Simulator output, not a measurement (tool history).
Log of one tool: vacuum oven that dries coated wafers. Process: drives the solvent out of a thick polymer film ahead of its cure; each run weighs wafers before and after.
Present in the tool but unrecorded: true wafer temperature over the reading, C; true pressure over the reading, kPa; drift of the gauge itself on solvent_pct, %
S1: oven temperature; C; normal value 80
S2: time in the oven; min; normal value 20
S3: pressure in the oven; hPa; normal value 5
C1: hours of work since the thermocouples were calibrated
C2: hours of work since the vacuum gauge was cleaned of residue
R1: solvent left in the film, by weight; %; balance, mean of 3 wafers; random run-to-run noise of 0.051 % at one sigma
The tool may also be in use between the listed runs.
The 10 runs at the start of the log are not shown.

{"run": 11, "day": 4.483, "S1": 80, "S2": 20, "S3": 3.87, "C1": 532, "C2": 450, "R1": 1.05}
{"run": 12, "day": 4.829, "S1": 80, "S2": 20, "S3": 5.39, "C1": 538, "C2": 455, "R1": 1.03}
{"day": 4.942, "done": "oven's thermocouples calibrated"}
{"run": 13, "day": 5.529, "S1": 80, "S2": 20, "S3": 5.39, "C1": 10, "C2": 465, "R1": 1.04}
{"run": 14, "day": 5.817, "S1": 80, "S2": 20, "S3": 11.25, "C1": 14, "C2": 470, "R1": 1.34}
{"run": 15, "day": 6.438, "S1": 80, "S2": 20, "S3": 11.25, "C1": 25, "C2": 480, "R1": 1.24}
{"run": 16, "day": 7.054, "S1": 80, "S2": 20, "S3": 11.25, "C1": 35, "C2": 491, "R1": 1.32}
{"day": 7.296, "done": "oven's thermocouples calibrated, once more"}
{"run": 17, "day": 7.529, "S1": 80, "S2": 20, "S3": 11.25, "C1": 4, "C2": 497, "R1": 1.59}
{"run": 18, "day": 8.067, "S1": 80, "S2": 20, "S3": 11.25, "C1": 13, "C2": 506, "R1": 1.66}
{"run": 19, "day": 8.65, "S1": 80, "S2": 22, "S3": 11.25, "C1": 22, "C2": 516, "R1": 1.27}
{"run": 20, "day": 8.962, "S1": 76, "S2": 27, "S3": 5, "C1": 27, "C2": 521, "R1": 1.24}
{"run": 21, "day": 9.396, "S1": 76, "S2": 27, "S3": 5, "C1": 35, "C2": 528, "R1": 1.13}
{"run": 22, "day": 9.858, "S1": 74, "S2": 14, "S3": 2.74, "C1": 42, "C2": 535, "R1": 3.81}
{"run": 23, "day": 10.342, "S1": 74, "S2": 14, "S3": 2.74, "C1": 50, "C2": 543, "R1": 3.98}
{"run": 24, "day": 10.967, "S1": 88, "S2": 10, "S3": 5.96, "C1": 61, "C2": 554, "R1": 1.94}
{"run": 25, "day": 11.462, "S1": 81, "S2": 25, "S3": 5.96, "C1": 69, "C2": 562, "R1": 0.81}
{"run": 26, "day": 11.725, "S1": 81, "S2": 25, "S3": 5.96, "C1": 73, "C2": 566, "R1": 0.84}
{"run": 27, "day": 12.142, "S1": 89, "S2": 29, "S3": 2.97, "C1": 80, "C2": 573, "R1": 0.16}
{"run": 28, "day": 12.717, "S1": 75, "S2": 20, "S3": 14.06, "C1": 89, "C2": 583, "R1": 2.8}
{"run": 29, "day": 13.142, "S1": 75, "S2": 20, "S3": 14.06, "C1": 96, "C2": 589, "R1": 2.78}
{"run": 30, "day": 13.554, "S1": 70, "S2": 11, "S3": 16.92, "C1": 103, "C2": 596, "R1": 7.09}
{"run": 31, "day": 14.0, "S1": 70, "S2": 11, "S3": 16.92, "C1": 110, "C2": 604, "R1": 7.16}
{"run": 32, "day": 14.342, "S1": 76, "S2": 19, "S3": 7.31, "C1": 116, "C2": 609, "R1": 2.26}
{"run": 33, "day": 14.9, "S1": 76, "S2": 19, "S3": 7.31, "C1": 125, "C2": 618, "R1": 2.3}
{"run": 34, "day": 15.408, "S1": 70, "S2": 11, "S3": 5.22, "C1": 134, "C2": 627, "R1": 6.43}

Forecast each of these 3 alternatives for the next run:
{"run": "A", "day": 15.908, "S1": 70, "S2": 15, "S3": 11.92, "C1": 142, "C2": 635, "R1": "?"}
{"run": "B", "day": 15.908, "S1": 82, "S2": 11, "S3": 4.03, "C1": 142, "C2": 635, "R1": "?"}
{"run": "C", "day": 15.908, "S1": 78, "S2": 17, "S3": 5.22, "C1": 142, "C2": 635, "R1": "?"}

run=A R1=5.41
run=B R1=2.9
run=C R1=2.18
With the hidden condition removed and each run's random variation left untouched, the same runs would have given:
run=A R1=5.14
run=B R1=2.71
run=C R1=1.97
